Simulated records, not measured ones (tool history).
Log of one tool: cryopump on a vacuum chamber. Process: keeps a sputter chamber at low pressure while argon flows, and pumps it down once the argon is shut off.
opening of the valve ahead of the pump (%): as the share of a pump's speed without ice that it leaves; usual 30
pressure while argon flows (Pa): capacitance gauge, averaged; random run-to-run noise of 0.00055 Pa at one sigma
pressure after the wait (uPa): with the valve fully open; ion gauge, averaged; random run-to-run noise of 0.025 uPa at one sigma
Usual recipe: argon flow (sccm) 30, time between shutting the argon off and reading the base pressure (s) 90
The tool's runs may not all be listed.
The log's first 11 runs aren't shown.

run,hour,argon flow (sccm),time between shutting the argon off and reading the base pressure (s),opening of the valve ahead of the pump (%),pressure while argon flows (Pa),pressure after the wait (uPa)
12,307.9,30,90,30,0.1131,1.26
13,338.0,30,90,30,0.1138,1.31
14,364.1,30,90,30,0.1135,1.30
15,395.0,30,90,30,0.1141,1.39
16,410.8,30,90,30,0.1136,1.37
17,432.3,30,90,16,0.2113,1.41
18,456.2,30,90,16,0.2109,1.44
19,473.3,30,90,16,0.2105,1.45
20,491.6,37,75,33,0.1278,1.70
21,518.2,37,41,33,0.1300,2.61
22,534.6,30,90,38,0.0919,1.54
23,551.4,30,90,38,0.0920,1.64
24,578.8,52,181,41,0.1480,1.18
25,597.6,41,90,52,0.0941,1.63
26,616.6,18,90,30,0.0691,1.68
27,636.5,30,54,31,0.1126,2.32
28,657.0,30,169,25,0.1383,1.34
29,675.2,30,169,25,0.1379,1.34
30,702.8,19,27,42,0.0535,3.88
31,720.6,30,90,19,0.1806,1.78
# hour 743.1: pump warmed up, emptied and cooled again
32,748.8,30,90,19,0.1742,1.72
33,780.5,30,79,30,0.1113,1.85

5 ways to go on from here, each from the tool as it stands after run 33. What would each give?
A,805.1,19,142,33,?,?
B,805.1,22,226,55,?,?
C,805.1,37,77,43,?,?
D,805.1,51,31,30,?,?
E,805.1,46,90,40,?,?

run,pressure while argon flows (Pa),pressure after the wait (uPa)
A,0.0637,1.49
B,0.0447,1.21
C,0.0953,1.97
D,0.1886,3.46
E,0.1286,1.84
Take away the tool's hidden state, keep each run's random variation, and the runs would have read:
run,pressure while argon flows (Pa),pressure after the wait (uPa)
A,0.0630,0.73
B,0.0439,0.49
C,0.0940,1.23
D,0.1868,2.70
E,0.1270,1.08

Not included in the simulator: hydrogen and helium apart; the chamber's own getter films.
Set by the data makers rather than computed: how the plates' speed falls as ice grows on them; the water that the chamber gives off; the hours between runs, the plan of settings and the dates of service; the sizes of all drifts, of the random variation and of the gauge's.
